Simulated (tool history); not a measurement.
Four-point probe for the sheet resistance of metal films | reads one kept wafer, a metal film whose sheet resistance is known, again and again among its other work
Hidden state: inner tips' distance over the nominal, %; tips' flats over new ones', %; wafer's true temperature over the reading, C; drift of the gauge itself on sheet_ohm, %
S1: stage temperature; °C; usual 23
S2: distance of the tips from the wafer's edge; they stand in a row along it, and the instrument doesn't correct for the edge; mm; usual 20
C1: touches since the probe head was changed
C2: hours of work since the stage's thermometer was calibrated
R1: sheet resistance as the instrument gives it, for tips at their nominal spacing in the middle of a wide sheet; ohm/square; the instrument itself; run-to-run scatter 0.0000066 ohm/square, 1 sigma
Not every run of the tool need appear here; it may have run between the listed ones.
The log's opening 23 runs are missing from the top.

{"run": 24, "hour": 336.3, "S1": 27, "S2": 14, "C1": 11722, "C2": 1452, "R1": 0.032992}
{"run": 25, "hour": 353.6, "S1": 32, "S2": 8, "C1": 12122, "C2": 1459, "R1": 0.032987}
{"run": 26, "hour": 373.1, "S1": 32, "S2": 8, "C1": 12574, "C2": 1468, "R1": 0.032995}
{"run": 27, "hour": 392.7, "S1": 32, "S2": 16, "C1": 13026, "C2": 1476, "R1": 0.032901}
{"run": 28, "hour": 414.0, "S1": 29, "S2": 33, "C1": 13519, "C2": 1486, "R1": 0.032927}
{"run": 29, "hour": 431.9, "S1": 29, "S2": 33, "C1": 13933, "C2": 1494, "R1": 0.032921}
{"run": 30, "hour": 442.1, "S1": 29, "S2": 33, "C1": 14168, "C2": 1498, "R1": 0.032921}
{"run": 31, "hour": 453.4, "S1": 29, "S2": 33, "C1": 14431, "C2": 1503, "R1": 0.032928}
{"run": 32, "hour": 470.9, "S1": 29, "S2": 13, "C1": 14835, "C2": 1511, "R1": 0.032976}
{"run": 33, "hour": 485.9, "S1": 29, "S2": 12, "C1": 15180, "C2": 1517, "R1": 0.032968}
{"run": 34, "hour": 499.9, "S1": 29, "S2": 12, "C1": 15504, "C2": 1523, "R1": 0.032967}
{"run": 35, "hour": 513.4, "S1": 24, "S2": 20, "C1": 15818, "C2": 1529, "R1": 0.033008}
{"run": 36, "hour": 522.5, "S1": 24, "S2": 20, "C1": 16027, "C2": 1533, "R1": 0.033013}
{"run": 37, "hour": 533.8, "S1": 27, "S2": 16, "C1": 16289, "C2": 1538, "R1": 0.032981}
{"run": 38, "hour": 544.4, "S1": 27, "S2": 16, "C1": 16534, "C2": 1543, "R1": 0.032972}
{"run": 39, "hour": 562.8, "S1": 27, "S2": 8, "C1": 16959, "C2": 1551, "R1": 0.033057}
{"run": 40, "hour": 576.4, "S1": 27, "S2": 8, "C1": 17273, "C2": 1557, "R1": 0.033057}
{"run": 41, "hour": 586.7, "S1": 20, "S2": 8, "C1": 17512, "C2": 1562, "R1": 0.033151}
{"run": 42, "hour": 595.4, "S1": 20, "S2": 8, "C1": 17713, "C2": 1565, "R1": 0.033134}
{"run": 43, "hour": 614.2, "S1": 20, "S2": 8, "C1": 18147, "C2": 1574, "R1": 0.033147}
{"run": 44, "hour": 626.4, "S1": 20, "S2": 8, "C1": 18429, "C2": 1579, "R1": 0.033145}

Branching from run 44: 5 alternative next runs. What would each branch give?
{"run": "A", "hour": 635.5, "S1": 20, "S2": 4, "C1": 18640, "C2": 1583, "R1": "?"}
{"run": "B", "hour": 635.5, "S1": 29, "S2": 8, "C1": 18640, "C2": 1583, "R1": "?"}
{"run": "C", "hour": 635.5, "S1": 19, "S2": 31, "C1": 18640, "C2": 1583, "R1": "?"}
{"run": "D", "hour": 635.5, "S1": 23, "S2": 4, "C1": 18640, "C2": 1583, "R1": "?"}
{"run": "E", "hour": 635.5, "S1": 22, "S2": 5, "C1": 18640, "C2": 1583, "R1": "?"}

run=A R1=0.033486
run=B R1=0.033026
run=C R1=0.033066
run=D R1=0.033446
run=E R1=0.033302
Without the tool's hidden state the same runs would have given:
run=A R1=0.033487
run=B R1=0.033027
run=C R1=0.033066
run=D R1=0.033447
run=E R1=0.033303

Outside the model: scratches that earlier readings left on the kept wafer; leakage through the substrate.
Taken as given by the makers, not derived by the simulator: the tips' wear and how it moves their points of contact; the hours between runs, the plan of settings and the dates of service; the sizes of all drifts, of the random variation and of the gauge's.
